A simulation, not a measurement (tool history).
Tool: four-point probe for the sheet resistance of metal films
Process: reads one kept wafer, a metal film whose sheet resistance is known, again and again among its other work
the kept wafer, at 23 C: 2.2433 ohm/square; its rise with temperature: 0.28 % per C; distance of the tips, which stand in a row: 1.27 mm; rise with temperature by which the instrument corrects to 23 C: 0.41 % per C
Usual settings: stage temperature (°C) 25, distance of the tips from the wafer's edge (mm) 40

| run | hour | stage temperature (°C) | distance of the tips from the wafer's edge (mm) | sheet resistance as the instrument gives it (ohm/square) |
|---|---|---|---|---|
| 1 | 0 | 25 | 40 | 2.239186 |
| 2 | 104.6 | 25 | 6 | 2.28975 |
| 3 | 190.5 | 25 | 6 | 2.290618 |
| 4 | 321.4 | 25 | 6 | 2.290132 |
| 5 | 394.4 | 25 | 40 | 2.238463 |
| 6 | 489.8 | 25 | 40 | 2.238716 |
| 7 | 588.9 | 25 | 40 | 2.23859 |
| 8 | 695.6 | 25 | 40 | 2.238603 |
| 9 | 823.6 | 24 | 40 | 2.24134 |
| 10 | 959.1 | 24 | 40 | 2.24143 |
| 11 | 1058.5 | 25 | 9 | 2.261406 |
| 12 | 1163.2 | 25 | 9 | 2.261409 |
| 13 | 1259.9 | 25 | 9 | 2.261513 |
| 14 | 1342.8 | 25 | 9 | 2.261356 |
| 15 | 1455 | 25 | 9 | 2.261247 |
| 16 | 1575.9 | 25 | 9 | 2.261416 |
|  | 1630.2 | new probe head fitted |
| 17 | 1655.6 | 25 | 9 | 2.261722 |
| 18 | 1794 | 25 | 9 | 2.261451 |
| 19 | 1859.7 | 25 | 9 | 2.262106 |
|  | 1917.9 | stage's thermometer calibrated |
| 20 | 1929.5 | 25 | 9 | 2.261994 |
| 21 | 1994.1 | 25 | 4 | 2.352241 |
| 22 | 2097.5 | 25 | 4 | 2.351361 |
| 23 | 2226.5 | 25 | 4 | 2.352746 |
| 24 | 2318.3 | 23 | 39 | 2.245494 |
| 25 | 2441 | 21 | 11 | 2.265228 |
| 26 | 2507.5 | 30 | 3 | 2.418938 |
| 27 | 2616.6 | 32 | 14 | 2.228756 |
| 28 | 2675.3 | 23 | 14 | 2.253354 |
| 29 | 2797.4 | 27 | 3 | 2.427511 |
| 30 | 2902.9 | 30 | 5 | 2.298438 |
| 31 | 2984.6 | 19 | 3 | 2.450174 |
| 32 | 3069.6 | 34 | 6 | 2.265996 |
| 33 | 3179.4 | 34 | 6 | 2.266281 |
| 34 | 3289.5 | 32 | 4 | 2.333095 |
| 35 | 3413.3 | 32 | 4 | 2.333179 |
| 36 | 3537.7 | 26 | 5 | 2.31003 |
| 37 | 3611.4 | 33 | 43 | 2.217028 |
| 38 | 3735.5 | 19 | 6 | 2.307255 |
| 39 | 3828.8 | 26 | 31 | 2.23671 |
| 40 | 3941.1 | 26 | 31 | 2.235815 |
| 41 | 4077.7 | 19 | 50 | 2.254739 |
| 42 | 4156.5 | 34 | 35 | 2.215932 |
| 43 | 4249 | 19 | 35 | 2.256031 |
| 44 | 4311.1 | 19 | 35 | 2.256009 |
| 45 | 4367.6 | 19 | 35 | 2.256302 |

4 ways to go on from here, each from the tool as it stands after run 45. What would each give?
| A | 4453.3 | 22 | 8 | ? |
| B | 4453.3 | 32 | 22 | ? |
| C | 4453.3 | 19 | 36 | ? |
| D | 4453.3 | 22 | 18 | ? |

| run | sheet resistance as the instrument gives it (ohm/square) |
|---|---|
| A | 2.275714 |
| B | 2.223321 |
| C | 2.255444 |
| D | 2.252354 |
Without the tool's hidden state the same runs would have given:
| run | sheet resistance as the instrument gives it (ohm/square) |
|---|---|
| A | 2.275981 |
| B | 2.223581 |
| C | 2.255709 |
| D | 2.252619 |
